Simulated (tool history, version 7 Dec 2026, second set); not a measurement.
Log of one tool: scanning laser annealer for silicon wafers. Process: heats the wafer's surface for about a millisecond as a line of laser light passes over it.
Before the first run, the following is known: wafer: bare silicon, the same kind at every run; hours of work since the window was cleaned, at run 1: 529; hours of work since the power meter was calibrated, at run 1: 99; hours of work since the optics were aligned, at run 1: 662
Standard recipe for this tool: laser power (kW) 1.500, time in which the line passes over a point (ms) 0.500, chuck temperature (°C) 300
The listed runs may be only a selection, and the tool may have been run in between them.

run	day	laser power (kW)	time in which the line passes over a point (ms)	chuck temperature (°C)	hours of work since the window was cleaned	hours of work since the power meter was calibrated	hours of work since the optics were aligned	highest temperature of the surface (°C)
1	0.000	1.500	0.500	300	529	99	662	1022
2	0.338	1.500	0.500	300	534	104	667	1029
3	0.583	1.500	0.500	300	537	107	670	1026
4	0.900	1.500	0.500	300	542	111	675	1027
5	1.308	1.500	0.500	300	547	117	680	1022
6	1.512	1.500	0.500	300	550	120	683	1020
7	1.804	1.500	0.500	300	554	124	687	1025
8	2.175	1.500	0.500	300	559	129	692	1026
9	2.429	1.500	0.500	283	563	132	696	1007
10	2.738	1.500	0.397	300	567	137	700	945
11	3.112	1.500	0.397	300	572	142	705	944
12	3.467	1.640	0.500	300	577	147	710	1093
13	3.738	1.500	0.611	300	581	150	714	1100
# day 3.971: optics aligned, line set to its width
14	4.183	1.500	0.611	326	584	154	3	1135
15	4.400	1.500	0.611	326	587	157	6	1135
16	4.758	1.500	0.611	326	592	162	11	1138
17	4.942	1.500	0.500	300	594	164	13	1031
18	5.342	1.500	0.469	300	600	170	19	1011
19	5.588	1.500	0.469	300	603	173	22	1010
20	5.783	1.500	0.469	300	606	176	25	1010
21	6.075	1.500	0.469	300	610	180	29	1010
22	6.258	1.284	0.361	310	613	182	31	846
23	6.650	1.284	0.361	310	618	188	37	845
24	7.046	1.445	0.522	261	623	193	42	983
25	7.358	1.445	0.522	315	628	197	47	1038
26	7.546	1.526	0.500	300	630	200	49	1047
27	7.954	1.526	0.500	300	636	206	55	1044
28	8.267	1.560	0.500	300	640	210	59	1060
29	8.592	1.560	0.528	300	645	214	64	1080
30	8.758	1.560	0.528	300	647	217	66	1078
31	9.046	1.500	0.542	281	651	221	70	1047
32	9.375	1.500	0.500	287	656	225	74	1019
33	9.633	1.344	0.404	300	659	229	78	890
34	9.929	1.344	0.404	300	663	233	82	890
35	10.267	1.344	0.404	300	668	237	87	892
36	10.433	1.466	0.404	325	670	240	89	969
37	10.829	1.443	0.500	300	676	245	94	1005
38	11.121	1.443	0.382	266	680	249	98	879
39	11.408	1.491	0.500	300	684	253	102	1025
40	11.725	1.617	0.500	324	688	258	107	1109
41	11.896	1.617	0.500	324	690	260	109	1111
42	12.208	1.617	0.500	324	695	264	113	1110

Predict each of these 3 candidate next runs independently; none follows another, all start after run 42:
A	12.571	1.604	0.362	298	700	269	118	?
B	12.571	1.358	0.505	300	700	269	118	?
C	12.571	1.428	0.536	315	700	269	118	?

run	highest temperature of the surface (°C)
A	964
B	965
C	1035
With no hidden state in the tool, these same runs would have given:
run	highest temperature of the surface (°C)
A	978
B	979
C	1050
